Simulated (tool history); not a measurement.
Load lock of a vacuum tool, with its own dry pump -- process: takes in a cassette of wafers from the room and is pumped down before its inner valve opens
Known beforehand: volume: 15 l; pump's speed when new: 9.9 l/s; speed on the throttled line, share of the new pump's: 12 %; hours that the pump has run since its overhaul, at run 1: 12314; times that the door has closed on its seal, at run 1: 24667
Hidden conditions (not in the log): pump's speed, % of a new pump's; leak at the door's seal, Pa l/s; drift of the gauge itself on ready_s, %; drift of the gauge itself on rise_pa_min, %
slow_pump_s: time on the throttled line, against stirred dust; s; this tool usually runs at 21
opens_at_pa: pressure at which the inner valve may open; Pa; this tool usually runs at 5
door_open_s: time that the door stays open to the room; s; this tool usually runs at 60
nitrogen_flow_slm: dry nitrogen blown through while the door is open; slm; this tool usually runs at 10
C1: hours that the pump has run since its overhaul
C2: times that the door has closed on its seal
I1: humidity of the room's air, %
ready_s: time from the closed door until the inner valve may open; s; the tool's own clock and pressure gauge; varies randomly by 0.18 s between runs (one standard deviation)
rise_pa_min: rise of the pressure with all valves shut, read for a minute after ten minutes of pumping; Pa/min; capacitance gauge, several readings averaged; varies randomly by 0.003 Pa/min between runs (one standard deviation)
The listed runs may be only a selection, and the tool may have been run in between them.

Run 1, hour 0.0: usual settings; C1 12314; C2 24667; I1 45.8. Result: ready_s 34.9 s, rise_pa_min 0.103 Pa/min.
Run 2, hour 356.0: usual settings; C1 12670; C2 25865; I1 44.2. Result: ready_s 34.8 s, rise_pa_min 0.105 Pa/min.
Run 3, hour 891.3: usual settings; C1 13205; C2 27667; I1 44.9. Result: ready_s 35.1 s, rise_pa_min 0.112 Pa/min.
Run 4, hour 1262.2: usual settings; C1 13576; C2 28916; I1 43.9. Result: ready_s 34.7 s, rise_pa_min 0.113 Pa/min.
Run 5, hour 1694.0: usual settings but door_open_s 79 s; C1 14008; C2 30369; I1 45.6. Result: ready_s 34.7 s, rise_pa_min 0.117 Pa/min.
Run 6, hour 2222.3: usual settings but nitrogen_flow_slm 17 slm; C1 14536; C2 32148; I1 41.8. Result: ready_s 34.8 s, rise_pa_min 0.115 Pa/min.
Run 7, hour 2844.1: usual settings but door_open_s 32 s; C1 15158; C2 34241; I1 44.6. Result: ready_s 34.9 s, rise_pa_min 0.123 Pa/min.
Run 8, hour 3419.1: usual settings but door_open_s 32 s; C1 15733; C2 36177; I1 44.1. Result: ready_s 34.9 s, rise_pa_min 0.131 Pa/min.
Run 9, hour 4010.1: usual settings but door_open_s 32 s; C1 16324; C2 38166; I1 45.0. Result: ready_s 35.0 s, rise_pa_min 0.135 Pa/min.
Run 10, hour 4311.6: usual settings but door_open_s 32 s; C1 16626; C2 39181; I1 43.2. Result: ready_s 35.1 s, rise_pa_min 0.143 Pa/min.
Run 11, hour 4905.4: usual settings but door_open_s 32 s; C1 17219; C2 41180; I1 40.8. Result: ready_s 35.1 s, rise_pa_min 0.147 Pa/min.
Run 12, hour 5382.4: usual settings but door_open_s 32 s; C1 17696; C2 42786; I1 44.0. Result: ready_s 35.4 s, rise_pa_min 0.156 Pa/min.
Run 13, hour 5641.5: usual settings but door_open_s 50 s; C1 17955; C2 43659; I1 48.4. Result: ready_s 35.4 s, rise_pa_min 0.171 Pa/min.
Run 14, hour 6161.7: usual settings but nitrogen_flow_slm 39 slm; C1 18476; C2 45410; I1 43.9. Result: ready_s 35.3 s, rise_pa_min 0.160 Pa/min.
Run 15, hour 6589.1: usual settings but slow_pump_s 36 s; C1 18903; C2 46849; I1 43.1. Result: ready_s 48.3 s, rise_pa_min 0.183 Pa/min.
Run 16, hour 7141.2: usual settings but slow_pump_s 36 s; C1 19455; C2 48707; I1 47.5. Result: ready_s 48.6 s, rise_pa_min 0.201 Pa/min.
Run 17, hour 7522.2: usual settings but slow_pump_s 36 s; C1 19836; C2 49990; I1 45.4. Result: ready_s 48.2 s, rise_pa_min 0.199 Pa/min.
Run 18, hour 8008.5: usual settings but slow_pump_s 36 s; C1 20322; C2 51627; I1 46.2. Result: ready_s 48.4 s, rise_pa_min 0.207 Pa/min.
Run 19, hour 8413.0: usual settings but slow_pump_s 36 s; C1 20727; C2 52989; I1 46.6. Result: ready_s 48.5 s, rise_pa_min 0.220 Pa/min.
Run 20, hour 8960.0: usual settings but door_open_s 99 s, nitrogen_flow_slm 21 slm; C1 21274; C2 54830; I1 41.2. Result: ready_s 35.4 s, rise_pa_min 0.217 Pa/min.
Run 21, hour 9327.0: usual settings but door_open_s 45 s, nitrogen_flow_slm 7 slm; C1 21641; C2 56065; I1 47.9. Result: ready_s 35.5 s, rise_pa_min 0.237 Pa/min.
Run 22, hour 9601.5: usual settings but slow_pump_s 18 s, nitrogen_flow_slm 17 slm; C1 21915; C2 56990; I1 44.4. Result: ready_s 32.7 s, rise_pa_min 0.228 Pa/min.
Run 23, hour 10188.0: usual settings but slow_pump_s 18 s, nitrogen_flow_slm 17 slm; C1 22502; C2 58964; I1 44.2. Result: ready_s 33.0 s, rise_pa_min 0.240 Pa/min.
Run 24, hour 10624.7: usual settings but slow_pump_s 18 s, nitrogen_flow_slm 17 slm; C1 22939; C2 60434; I1 39.8. Result: ready_s 33.2 s, rise_pa_min 0.244 Pa/min.
Run 25, hour 11155.0: usual settings but slow_pump_s 32 s, door_open_s 31 s, nitrogen_flow_slm 5 slm; C1 23469; C2 62219; I1 47.3. Result: ready_s 45.4 s, rise_pa_min 0.260 Pa/min.
Run 26, hour 11647.7: usual settings but slow_pump_s 32 s, door_open_s 31 s, nitrogen_flow_slm 5 slm; C1 23962; C2 63878; I1 40.9. Result: ready_s 45.0 s, rise_pa_min 0.271 Pa/min.
Run 27, hour 12230.5: usual settings but slow_pump_s 32 s, door_open_s 31 s, nitrogen_flow_slm 5 slm; C1 24544; C2 65840; I1 43.8. Result: ready_s 45.3 s, rise_pa_min 0.284 Pa/min.
At hour 12338.3: dry pump taken out, an overhauled one fitted.
Run 28, hour 12578.6: usual settings but slow_pump_s 32 s, opens_at_pa 7 Pa, door_open_s 41 s, nitrogen_flow_slm 5 slm; C1 240; C2 66992; I1 42.7. Result: ready_s 42.9 s, rise_pa_min 0.295 Pa/min.
Run 29, hour 13192.3: usual settings but slow_pump_s 32 s, opens_at_pa 7 Pa, door_open_s 41 s, nitrogen_flow_slm 5 slm; C1 854; C2 69058; I1 45.3. Result: ready_s 42.8 s, rise_pa_min 0.309 Pa/min.
Run 30, hour 13596.7: usual settings but slow_pump_s 32 s, opens_at_pa 7 Pa, door_open_s 41 s, nitrogen_flow_slm 5 slm; C1 1258; C2 70419; I1 45.6. Result: ready_s 43.0 s, rise_pa_min 0.312 Pa/min.
Run 31, hour 13968.0: usual settings but slow_pump_s 25 s, opens_at_pa 9 Pa, door_open_s 100 s, nitrogen_flow_slm 8 slm; C1 1630; C2 71669; I1 42.7. Result: ready_s 36.3 s, rise_pa_min 0.335 Pa/min.
Run 32, hour 14348.7: usual settings but slow_pump_s 17 s, opens_at_pa 4 Pa, door_open_s 199 s, nitrogen_flow_slm 6 slm; C1 2010; C2 72951; I1 45.6. Result: ready_s 30.6 s, rise_pa_min 0.373 Pa/min.
Run 33, hour 14628.1: usual settings but slow_pump_s 17 s, opens_at_pa 4 Pa, door_open_s 199 s, nitrogen_flow_slm 4 slm; C1 2290; C2 73891; I1 44.1. Result: ready_s 30.6 s, rise_pa_min 0.382 Pa/min.
At hour 14660.5: door's seal changed, seat wiped.
Run 34, hour 15051.7: usual settings but opens_at_pa 7 Pa; C1 2712; C2 1317; I1 47.0. Result: ready_s 33.3 s, rise_pa_min 0.047 Pa/min.
Run 35, hour 15441.2: usual settings but opens_at_pa 7 Pa; C1 3101; C2 2629; I1 42.8. Result: ready_s 33.3 s, rise_pa_min 0.046 Pa/min.
Run 36, hour 15937.7: usual settings but slow_pump_s 17 s, opens_at_pa 8 Pa, door_open_s 78 s, nitrogen_flow_slm 12 slm; C1 3598; C2 4300; I1 46.1. Result: ready_s 30.0 s, rise_pa_min 0.058 Pa/min.
Run 37, hour 16502.5: usual settings but slow_pump_s 13 s, door_open_s 47 s, nitrogen_flow_slm 41 slm; C1 4163; C2 6201; I1 44.3. Result: ready_s 27.1 s, rise_pa_min 0.031 Pa/min.
Run 38, hour 16769.7: usual settings but slow_pump_s 13 s, door_open_s 47 s, nitrogen_flow_slm 41 slm; C1 4430; C2 7101; I1 45.5. Result: ready_s 27.2 s, rise_pa_min 0.033 Pa/min.

For each run, the measured value with the value that run would have given without the tool's hidden condition subtracted. The run-to-run variation is shared by both, the gauge scatter possibly not:
run  ready_s  rise_pa_min
  1     +1.1       +0.055
  2     +1.2       +0.060
  3     +1.2       +0.064
  4     +1.3       +0.067
  5     +1.3       +0.069
  6     +1.3       +0.077
  7     +1.3       +0.086
  8     +1.4       +0.093
  9     +1.5       +0.101
 10     +1.5       +0.103
 11     +1.6       +0.113
 12     +1.7       +0.120
 13     +1.7       +0.122
 14     +1.7       +0.130
 15     +1.6       +0.139
 16     +1.6       +0.147
 17     +1.6       +0.154
 18     +1.6       +0.158
 19     +1.7       +0.171
 20     +2.0       +0.177
 21     +2.0       +0.183
 22     +2.1       +0.189
 23     +2.2       +0.199
 24     +2.3       +0.205
 25     +2.0       +0.218
 26     +2.1       +0.227
 27     +2.1       +0.242
 28     +0.2       +0.247
 29     +0.2       +0.263
 30     +0.2       +0.271
 31     +0.2       +0.282
 32     +0.3       +0.289
 33     +0.4       +0.292
 34     +0.3       +0.000
 35     +0.4       +0.002
 36     +0.4       +0.004
 37     +0.5       +0.007
 38     +0.6       +0.009
